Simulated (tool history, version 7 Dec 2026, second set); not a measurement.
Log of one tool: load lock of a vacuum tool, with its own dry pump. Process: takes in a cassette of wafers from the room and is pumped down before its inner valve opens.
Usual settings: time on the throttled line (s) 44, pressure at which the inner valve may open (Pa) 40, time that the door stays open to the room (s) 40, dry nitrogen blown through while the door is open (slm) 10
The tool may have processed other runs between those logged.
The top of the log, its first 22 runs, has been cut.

run      day  time on the throttled line (s)  pressure at which the inner valve may open (Pa)  time that the door stays open to the room (s)  dry nitrogen blown through while the door is open (slm)  hours that the pump has run since its overhaul  times that the door has closed on its seal  incoming humidity of the room's air, %  time from the closed door until the inner valve may open (s)  rise of the pressure with all valves shut (Pa/min)
 23  411.508                              44                                               36                                            214                                                       41                                           11002                                        7362                                    46.6                                                            71                                               0.125
 24  427.429                              44                                               36                                            214                                                       41                                           11384                                        8101                                    45.2                                                          70.7                                               0.121
 25  443.962                              44                                               37                                            214                                                       40                                           11780                                        8869                                    44.5                                                          71.6                                               0.122
 26  469.404                              44                                               37                                             44                                                       40                                           12391                                       10050                                    47.4                                                          71.9                                               0.092
 27  490.146                              32                                               68                                             40                                                        4                                           12889                                       11013                                    44.2                                                          60.3                                               0.123
 28  501.988                              29                                               54                                             44                                                        9                                           13173                                       11563                                    44.8                                                          58.9                                               0.125
 29  529.658                              29                                               54                                             44                                                        9                                           13837                                       12848                                    48.1                                                          59.1                                               0.138
     538.783  -- dry pump taken out, an overhauled one fitted
 30  551.808                              43                                               54                                             67                                                        9                                             313                                       13865                                    48.4                                                          63.9                                               0.159
 31  578.204                              43                                               54                                             67                                                        9                                             946                                       15091                                    46.3                                                          64.1                                               0.162
 32    592.1                              44                                               29                                             40                                                       10                                            1280                                       15736                                      44                                                          67.9                                               0.147
 33  615.492                              44                                               29                                             40                                                       10                                            1841                                       16822                                    45.5                                                          67.3                                                0.16
 34  629.267                              44                                               40                                             38                                                        6                                            2172                                       17462                                      45                                                          66.6                                               0.167
 35  646.608                              42                                               37                                             38                                                        8                                            2588                                       18267                                    43.5                                                          65.4                                                0.17
 36  659.838                              44                                               40                                            189                                                       10                                            2905                                       18881                                    48.2                                                          66.4                                               0.266
 37  682.633                              43                                               55                                             86                                                       36                                            3452                                       19940                                    45.8                                                          65.3                                               0.189

Branching from run 37: 4 alternative next runs. What would each branch give?
  A  710.208                              40                                               55                                             86                                                       36                                            4114                                       21220                                    44.8                                                             ?                                                   ?
  B  710.208                              72                                               41                                            126                                                       36                                            4114                                       21220                                    42.6                                                             ?                                                   ?
  C  710.208                              35                                               56                                             40                                                       10                                            4114                                       21220                                    45.6                                                             ?                                                   ?
  D  710.208                              43                                               44                                             65                                                        8                                            4114                                       21220                                    45.4                                                             ?                                                   ?

run  time from the closed door until the inner valve may open (s)  rise of the pressure with all valves shut (Pa/min)
  A                                                          63.1                                               0.203
  B                                                          89.7                                               0.209
  C                                                          58.1                                               0.209
  D                                                          66.3                                               0.221
Stripped of hidden state, with their random variation kept, the same runs would have yielded:
run  time from the closed door until the inner valve may open (s)  rise of the pressure with all valves shut (Pa/min)
  A                                                          60.8                                               0.057
  B                                                          87.7                                               0.063
  C                                                          55.7                                               0.062
  D                                                          63.9                                               0.073
